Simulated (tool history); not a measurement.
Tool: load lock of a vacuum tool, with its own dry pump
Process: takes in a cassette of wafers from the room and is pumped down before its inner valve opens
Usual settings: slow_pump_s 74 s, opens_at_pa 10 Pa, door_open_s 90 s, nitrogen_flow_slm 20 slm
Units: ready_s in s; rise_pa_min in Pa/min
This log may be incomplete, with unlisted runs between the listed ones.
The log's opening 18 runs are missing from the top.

| run | hour | slow_pump_s | opens_at_pa | door_open_s | nitrogen_flow_slm | incoming humidity of the room's air, % | ready_s | rise_pa_min |
|---|---|---|---|---|---|---|---|---|
| 19 | 3754.2 | 74 | 10 | 90 | 20 | 46.6 | 158.3 | 0.082 |
| 20 | 4054.1 | 74 | 10 | 90 | 20 | 44 | 158.2 | 0.08 |
| 21 | 4329.9 | 77 | 12 | 53 | 14 | 45 | 158.9 | 0.085 |
| 22 | 4582.7 | 77 | 13 | 83 | 14 | 43.4 | 155.5 | 0.095 |
| 23 | 4779.7 | 77 | 13 | 83 | 14 | 43.4 | 158.9 | 0.1 |
| 24 | 5000.9 | 74 | 15 | 90 | 7 | 43.6 | 153.3 | 0.109 |
| 25 | 5163.2 | 116 | 13 | 81 | 18 | 41.7 | 187.8 | 0.104 |
| 26 | 5427.3 | 83 | 13 | 105 | 18 | 47.4 | 163.8 | 0.116 |
| 27 | 5639.7 | 38 | 18 | 152 | 14 | 47.4 | 123.5 | 0.135 |
| 28 | 5942.2 | 90 | 18 | 152 | 14 | 44.7 | 164.2 | 0.135 |
| 29 | 6179.3 | 74 | 10 | 90 | 13 | 46.6 | 159.3 | 0.137 |
| 30 | 6420.3 | 74 | 10 | 90 | 13 | 42.4 | 162 | 0.144 |
| 31 | 6681.2 | 96 | 7 | 161 | 20 | 44.3 | 183.3 | 0.161 |
| 32 | 6950.9 | 96 | 7 | 161 | 20 | 43.5 | 183.4 | 0.164 |
| 33 | 7149.3 | 74 | 10 | 78 | 12 | 45.3 | 161.3 | 0.158 |
| 34 | 7341.8 | 74 | 10 | 78 | 12 | 40.8 | 160.5 | 0.154 |
| 35 | 7587.3 | 74 | 10 | 78 | 12 | 48.4 | 160.7 | 0.17 |
| 36 | 7751.3 | 125 | 10 | 36 | 20 | 42.8 | 199.8 | 0.161 |
| 37 | 8072.4 | 74 | 10 | 31 | 20 | 43 | 160.4 | 0.16 |

Branching from run 37: 3 alternative next runs. What would each branch give?
| A | 8261.6 | 50 | 10 | 87 | 18 | 39 | ? | ? |
| B | 8261.6 | 74 | 10 | 167 | 20 | 46 | ? | ? |
| C | 8261.6 | 90 | 10 | 90 | 20 | 41.4 | ? | ? |

| run | ready_s | rise_pa_min |
|---|---|---|
| A | 143.7 | 0.179 |
| B | 159.7 | 0.201 |
| C | 174.8 | 0.182 |
Stripped of hidden state, with their random variation kept, the same runs would have yielded:
| run | ready_s | rise_pa_min |
|---|---|---|
| A | 133.5 | 0.035 |
| B | 150.2 | 0.058 |
| C | 165.3 | 0.037 |

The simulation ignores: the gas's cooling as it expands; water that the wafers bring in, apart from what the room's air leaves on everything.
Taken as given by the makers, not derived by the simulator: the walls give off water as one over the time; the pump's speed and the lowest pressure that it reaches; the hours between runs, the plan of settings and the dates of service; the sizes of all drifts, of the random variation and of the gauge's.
